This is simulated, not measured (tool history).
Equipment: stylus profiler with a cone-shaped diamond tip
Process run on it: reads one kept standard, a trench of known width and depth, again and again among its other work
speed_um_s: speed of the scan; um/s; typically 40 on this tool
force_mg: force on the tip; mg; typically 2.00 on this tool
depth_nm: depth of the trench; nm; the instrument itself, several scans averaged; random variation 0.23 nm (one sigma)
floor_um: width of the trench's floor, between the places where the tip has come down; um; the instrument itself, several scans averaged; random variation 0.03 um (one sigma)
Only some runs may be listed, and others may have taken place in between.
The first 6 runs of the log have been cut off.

run,hour,speed_um_s,force_mg,depth_nm,floor_um
7,85.9,10,2.00,1014.07,43.68
8,105.7,10,2.00,1014.35,43.66
9,121.2,10,3.55,1020.82,43.71
10,136.1,40,2.00,1014.71,43.56
11,147.8,40,3.99,1022.05,43.61
12,167.4,43,2.00,1014.37,43.52
13,187.6,43,2.00,1014.40,43.55
14,198.2,43,2.00,1014.26,43.51
15,209.2,43,2.00,1014.34,43.51
16,220.6,43,2.00,1014.44,43.51
17,234.5,40,2.00,1014.58,43.48
18,245.1,37,2.00,1014.54,43.47
19,255.5,37,2.00,1014.31,43.54
20,270.7,17,2.00,1014.55,43.50
21,283.8,17,1.30,1011.20,43.60
22,294.8,39,2.00,1014.38,43.46
23,313.0,39,2.00,1014.62,43.48
24,321.8,39,2.00,1014.32,43.49
25,331.8,39,2.00,1014.76,43.53
26,346.0,39,2.00,1014.97,43.43
27,362.5,49,1.03,1010.07,43.35
28,383.2,49,0.89,1009.54,43.30
29,398.7,16,1.62,1013.15,43.44
30,409.2,16,1.62,1013.02,43.46

The next listed run, before its measurement:
31,425.3,16,1.62,?,?

Run 31 yielded depth_nm 1013.37 nm, floor_um 43.46 um.
The same run, on a tool lacking any hidden state, would have yielded depth_nm 1011.90 nm, floor_um 43.98 um.
